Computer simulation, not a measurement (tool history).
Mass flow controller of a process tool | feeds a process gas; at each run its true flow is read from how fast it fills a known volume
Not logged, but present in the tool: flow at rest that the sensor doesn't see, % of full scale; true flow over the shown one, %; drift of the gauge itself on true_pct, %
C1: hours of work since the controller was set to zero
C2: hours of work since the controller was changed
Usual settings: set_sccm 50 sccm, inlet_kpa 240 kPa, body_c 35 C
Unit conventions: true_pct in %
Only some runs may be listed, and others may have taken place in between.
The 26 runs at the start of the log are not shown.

Run 27, day 398.967: usual settings but set_sccm 18 sccm, inlet_kpa 243 kPa, body_c 29 C; C1 548; C2 6609. Result: true_pct 98.75 %.
Run 28, day 415.075: usual settings but set_sccm 53 sccm, inlet_kpa 145 kPa, body_c 36 C; C1 856; C2 6917. Result: true_pct 97.34 %.
Run 29, day 432.158: usual settings but set_sccm 30 sccm, inlet_kpa 152 kPa, body_c 27 C; C1 1183; C2 7244. Result: true_pct 98.61 %.
Run 30, day 446.800: usual settings but inlet_kpa 152 kPa, body_c 27 C; C1 1463; C2 7524. Result: true_pct 98.51 %.
Run 31, day 466.104: usual settings but set_sccm 18 sccm, inlet_kpa 210 kPa, body_c 30 C; C1 1833; C2 7894. Result: true_pct 100.09 %.
Run 32, day 477.088: usual settings but set_sccm 14 sccm, inlet_kpa 175 kPa, body_c 24 C; C1 2043; C2 8104. Result: true_pct 101.99 %.
Run 33, day 497.304: usual settings but set_sccm 14 sccm, inlet_kpa 175 kPa, body_c 24 C; C1 2430; C2 8491. Result: true_pct 102.65 %.
Run 34, day 509.129: usual settings but set_sccm 14 sccm, inlet_kpa 175 kPa, body_c 24 C; C1 2656; C2 8717. Result: true_pct 103.13 %.
Run 35, day 521.667: usual settings but set_sccm 15 sccm, inlet_kpa 175 kPa, body_c 39 C; C1 2896; C2 8957. Result: true_pct 101.47 %.
Run 36, day 534.212: usual settings but set_sccm 31 sccm, inlet_kpa 200 kPa, body_c 27 C; C1 3136; C2 9197. Result: true_pct 100.30 %.
Run 37, day 546.658: usual settings but set_sccm 14 sccm, inlet_kpa 200 kPa, body_c 24 C; C1 3374; C2 9435. Result: true_pct 104.66 %.
Run 38, day 556.183: usual settings but set_sccm 12 sccm, inlet_kpa 243 kPa, body_c 24 C; C1 3556; C2 9618. Result: true_pct 106.25 %.
Run 39, day 573.900: usual settings but set_sccm 37 sccm, inlet_kpa 278 kPa, body_c 22 C; C1 3896; C2 9957. Result: true_pct 101.09 %.
Run 40, day 592.429: usual settings but inlet_kpa 147 kPa, body_c 20 C; C1 4250; C2 10311. Result: true_pct 100.25 %.
Run 41, day 601.954: usual settings but inlet_kpa 147 kPa, body_c 20 C; C1 4432; C2 10494. Result: true_pct 100.19 %.

Expected results for the next run?
At day 619.229: controller's zero set anew.
Run 42, day 619.229: usual settings but inlet_kpa 147 kPa, body_c 20 C; C1 0; C2 10824. Result: true_pct ?.

{"run 42": {"true_pct": 97.59}}
The same run, on a tool lacking any hidden state, would have yielded true_pct 100.12 %.
